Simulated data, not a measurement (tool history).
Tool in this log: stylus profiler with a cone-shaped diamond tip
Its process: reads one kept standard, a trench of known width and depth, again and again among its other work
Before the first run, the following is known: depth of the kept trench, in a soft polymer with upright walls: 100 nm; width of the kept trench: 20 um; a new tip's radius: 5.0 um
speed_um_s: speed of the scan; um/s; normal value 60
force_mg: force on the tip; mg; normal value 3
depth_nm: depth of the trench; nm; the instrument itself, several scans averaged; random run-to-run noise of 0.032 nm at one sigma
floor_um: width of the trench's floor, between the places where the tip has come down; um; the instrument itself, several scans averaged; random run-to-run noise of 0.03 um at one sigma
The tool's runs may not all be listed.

run,hour,speed_um_s,force_mg,depth_nm,floor_um
1,0,60,3,101.34,16.92
2,87.7,60,3,101.32,16.79
3,190.2,60,3,101.37,16.64
4,281.9,25,3,101.45,16.63
5,381.3,25,3,101.4,16.55
6,475.2,60,3,101.38,16.33
7,548.5,60,2.27,101.24,16.17
8,641.8,60,2.27,101.25,16.14
# hour 659.6: new tip fitted, height scale calibrated
9,737.2,60,1.26,100.66,17.59
# hour 742.5: height scale calibrated on a step standard
10,836.3,60,3,101.12,17.48
11,886.6,60,3,101.18,17.38
12,987.4,40,3,101.24,17.32
13,1064.8,40,3,101.27,17.16
14,1111.7,43,1.81,100.89,17.06
15,1199.5,43,1.81,100.88,16.94
16,1266.7,35,5.6,101.9,16.9
17,1347.7,105,2.55,101.15,16.55
# hour 1357.5: height scale calibrated on a step standard, once more
18,1401.5,105,2.55,101.07,16.53
19,1488.4,105,2.55,101.1,16.38
20,1554.5,75,2.55,101.12,16.4
21,1649.2,75,1.79,100.92,16.26
22,1693.8,171,8.34,102.42,16.23
# hour 1769.2: new tip fitted, height scale calibrated
23,1772.1,167,6.52,101.95,17.68
24,1854,167,6.52,102.05,17.54

Alternative continuations, all from the tool just after run 24; predict every row:
A,1954.5,95,1.58,?,?
B,1954.5,20,1.31,?,?
C,1954.5,45,1.2,?,?
D,1954.5,26,4.4,?,?

run,depth_nm,floor_um
A,100.85,17.33
B,100.73,17.53
C,100.66,17.47
D,101.52,17.52
Stripped of hidden state, with their random variation kept, the same runs would have yielded:
run,depth_nm,floor_um
A,100.79,17.71
B,100.67,17.91
C,100.6,17.85
D,101.46,17.9

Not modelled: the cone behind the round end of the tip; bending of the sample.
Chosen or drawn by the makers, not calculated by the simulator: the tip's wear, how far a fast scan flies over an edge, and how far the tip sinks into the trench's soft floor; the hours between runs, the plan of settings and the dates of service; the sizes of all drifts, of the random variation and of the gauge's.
